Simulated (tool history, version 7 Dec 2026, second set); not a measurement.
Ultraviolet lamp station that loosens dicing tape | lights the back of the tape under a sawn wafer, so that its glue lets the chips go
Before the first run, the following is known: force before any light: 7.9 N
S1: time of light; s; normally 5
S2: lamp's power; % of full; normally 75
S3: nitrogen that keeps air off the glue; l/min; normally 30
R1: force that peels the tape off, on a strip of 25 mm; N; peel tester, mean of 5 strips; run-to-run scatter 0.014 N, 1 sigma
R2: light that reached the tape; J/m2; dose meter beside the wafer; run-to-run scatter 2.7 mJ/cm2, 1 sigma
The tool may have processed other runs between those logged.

{"run": 1, "day": 0.0, "S1": 5, "S2": 75, "S3": 30, "R1": 0.638, "R2": 3500}
{"run": 2, "day": 0.3, "S1": 5, "S2": 75, "S3": 30, "R1": 0.666, "R2": 3500}
{"run": 3, "day": 0.946, "S1": 5, "S2": 75, "S3": 30, "R1": 0.652, "R2": 3520}
{"run": 4, "day": 1.538, "S1": 5, "S2": 75, "S3": 30, "R1": 0.641, "R2": 3540}
{"run": 5, "day": 1.942, "S1": 3, "S2": 75, "S3": 30, "R1": 1.677, "R2": 2130}
{"run": 6, "day": 2.233, "S1": 3, "S2": 75, "S3": 30, "R1": 1.683, "R2": 2080}
{"run": 7, "day": 2.575, "S1": 3, "S2": 75, "S3": 30, "R1": 1.675, "R2": 2120}
{"run": 8, "day": 2.862, "S1": 3, "S2": 75, "S3": 30, "R1": 1.655, "R2": 2090}
{"run": 9, "day": 3.246, "S1": 3, "S2": 75, "S3": 30, "R1": 1.624, "R2": 2120}
{"run": 10, "day": 3.729, "S1": 3, "S2": 75, "S3": 30, "R1": 1.669, "R2": 2110}
{"run": 11, "day": 4.075, "S1": 3, "S2": 75, "S3": 30, "R1": 1.709, "R2": 2080}
{"run": 12, "day": 4.383, "S1": 3, "S2": 75, "S3": 30, "R1": 1.682, "R2": 2080}
{"run": 13, "day": 4.912, "S1": 5, "S2": 75, "S3": 30, "R1": 0.672, "R2": 3490}
{"run": 14, "day": 5.258, "S1": 5, "S2": 75, "S3": 30, "R1": 0.658, "R2": 3480}
{"run": 15, "day": 5.558, "S1": 5, "S2": 75, "S3": 9, "R1": 1.641, "R2": 3500}
{"run": 16, "day": 6.029, "S1": 5, "S2": 75, "S3": 9, "R1": 1.574, "R2": 3490}
{"run": 17, "day": 6.662, "S1": 5, "S2": 75, "S3": 9, "R1": 1.641, "R2": 3490}
{"run": 18, "day": 7.1, "S1": 4, "S2": 75, "S3": 13, "R1": 1.849, "R2": 2790}
{"run": 19, "day": 7.592, "S1": 4, "S2": 90, "S3": 58, "R1": 0.461, "R2": 3380}

For run 20, what comes out?
{"run": 20, "day": 7.942, "S1": 4, "S2": 90, "S3": 52, "R1": "?", "R2": "?"}

R1: 0.493 N
R2: 3410 J/m2
With no hidden state in the tool, this same run would have given R1 0.489 N, R2 3420 J/m2.
